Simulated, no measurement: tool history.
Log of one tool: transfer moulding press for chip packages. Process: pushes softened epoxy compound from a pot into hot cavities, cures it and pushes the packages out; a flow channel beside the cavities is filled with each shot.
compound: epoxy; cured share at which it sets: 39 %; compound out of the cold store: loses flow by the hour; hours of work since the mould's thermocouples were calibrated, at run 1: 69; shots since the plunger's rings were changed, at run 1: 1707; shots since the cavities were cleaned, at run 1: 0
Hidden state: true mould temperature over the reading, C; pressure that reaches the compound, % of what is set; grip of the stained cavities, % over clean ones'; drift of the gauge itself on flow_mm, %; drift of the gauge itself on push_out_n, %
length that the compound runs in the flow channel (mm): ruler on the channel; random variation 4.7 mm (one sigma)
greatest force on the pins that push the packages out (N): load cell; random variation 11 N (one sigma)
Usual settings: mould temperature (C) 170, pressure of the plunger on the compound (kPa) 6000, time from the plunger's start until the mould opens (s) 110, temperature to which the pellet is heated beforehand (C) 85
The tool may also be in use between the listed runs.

run   hour  mould temperature (C)  pressure of the plunger on the compound (kPa)  time from the plunger's start until the mould opens (s)  temperature to which the pellet is heated beforehand (C)  hours of work since the mould's thermocouples were calibrated  shots since the plunger's rings were changed  shots since the cavities were cleaned  incoming compound's hours out of the cold store  length that the compound runs in the flow channel (mm)  greatest force on the pins that push the packages out (N)
  1    0.0                    170                                           6000                                                      110                                                        85                                                             69                                          1707                                      0                                             34.1                                                     814                                                        494
  2   12.2                    170                                           6000                                                      110                                                        85                                                             77                                          1835                                    128                                             15.7                                                     889                                                        666
  3   30.1                    170                                           6000                                                      110                                                        92                                                             89                                          2023                                    316                                             12.4                                                     899                                                        850
  4   47.7                    170                                           6000                                                      110                                                        92                                                            100                                          2208                                    501                                             32.3                                                     817                                                        936
  5   65.0                    170                                           6000                                                      110                                                        92                                                            111                                          2390                                    683                                             35.2                                                     797                                                        999
  6   84.5                    170                                           6000                                                      110                                                        85                                                            123                                          2595                                    888                                             15.6                                                     876                                                       1109
  7  101.7                    170                                           6000                                                      110                                                        85                                                            134                                          2776                                   1069                                             39.3                                                     779                                                       1051
     109.8  -- cavities cleaned with cleaning compound and waxed
  8  120.1                    170                                           6720                                                      110                                                        85                                                            145                                          2954                                    108                                              9.7                                                     947                                                        695
  9  144.6                    170                                           6720                                                      110                                                        85                                                            161                                          3212                                    366                                             25.9                                                     864                                                        904
 10  156.9                    170                                           6720                                                      121                                                        85                                                            169                                          3342                                    496                                             11.5                                                     946                                                        877
 11  177.8                    170                                           6720                                                      121                                                        85                                                            182                                          3561                                    715                                             43.6                                                     790                                                        938
 12  192.3                    170                                           6720                                                      121                                                        85                                                            191                                          3714                                    868                                             10.1                                                     948                                                       1000
 13  210.5                    170                                           6000                                                      110                                                        85                                                            203                                          3905                                   1059                                             34.5                                                     780                                                       1079
     221.2  -- cavities cleaned with cleaning compound and waxed
 14  235.0                    170                                           6000                                                      110                                                        85                                                            218                                          4148                                    146                                             32.2                                                     787                                                        682
 15  252.2                    170                                           6000                                                      110                                                        85                                                            229                                          4329                                    327                                             23.8                                                     825                                                        853
     270.2  -- plunger's sealing rings changed
 16  279.0                    169                                           7200                                                      110                                                        81                                                            244                                            92                                    582                                             42.3                                                     883                                                       1060
 17  300.5                    163                                           6970                                                      123                                                        88                                                            258                                           318                                    808                                             12.1                                                    1036                                                       1508
 18  311.4                    163                                           6970                                                      123                                                        88                                                            265                                           433                                    923                                             37.2                                                     921                                                       1457
     334.0  -- cavities cleaned with cleaning compound and waxed
 19  336.1                    163                                           6970                                                      142                                                        83                                                            280                                           677                                     22                                             37.0                                                     914                                                        550
 20  346.3                    163                                           6970                                                      142                                                        83                                                            287                                           784                                    129                                             44.9                                                     871                                                        697
 21  356.9                    166                                           6220                                                       91                                                        83                                                            293                                           896                                    241                                             44.5                                                     809                                                       1486
 22  375.7                    166                                           6220                                                       91                                                        83                                                            305                                          1093                                    438                                             13.6                                                     944                                                       1913
 23  392.8                    166                                           7040                                                       91                                                        91                                                            316                                          1274                                    619                                             18.1                                                     990                                                       2141
 24  406.3                    166                                           7040                                                       91                                                        91                                                            325                                          1416                                    761                                             39.5                                                     876                                                       1910
 25  430.4                    166                                           5940                                                       91                                                        79                                                            340                                          1669                                   1014                                             27.5                                                     861                                                       2216
     444.5  -- cavities cleaned with cleaning compound and waxed
 26  445.4                    166                                           5940                                                       91                                                        79                                                            349                                          1811                                      9                                             15.9                                                     912                                                       1091
 27  469.2                    171                                           4610                                                      110                                                        85                                                            364                                          2062                                    260                                             21.9                                                     750                                                        810
 28  492.4                    170                                           4670                                                      134                                                        87                                                            379                                          2306                                    504                                             26.4                                                     747                                                        805
 29  512.4                    170                                           6560                                                      148                                                        85                                                            392                                          2516                                    714                                             30.0                                                     861                                                        852

3 ways to go on from here, each from the tool as it stands after run 29. What would each give?
  A  532.0                    176                                           5240                                                      110                                                        93                                                            404                                          2722                                    920                                             26.1                                                       ?                                                          ?
  B  532.0                    170                                           4660                                                      110                                                        75                                                            404                                          2722                                    920                                             37.5                                                       ?                                                          ?
  C  532.0                    172                                           5990                                                       96                                                        85                                                            404                                          2722                                    920                                             41.6                                                       ?                                                          ?

run  length that the compound runs in the flow channel (mm)  greatest force on the pins that push the packages out (N)
  A                                                     755                                                        893
  B                                                     691                                                       1113
  C                                                     759                                                       1207
Without the tool's hidden state the same runs would have given:
run  length that the compound runs in the flow channel (mm)  greatest force on the pins that push the packages out (N)
  A                                                     786                                                        399
  B                                                     719                                                        486
  C                                                     790                                                        524
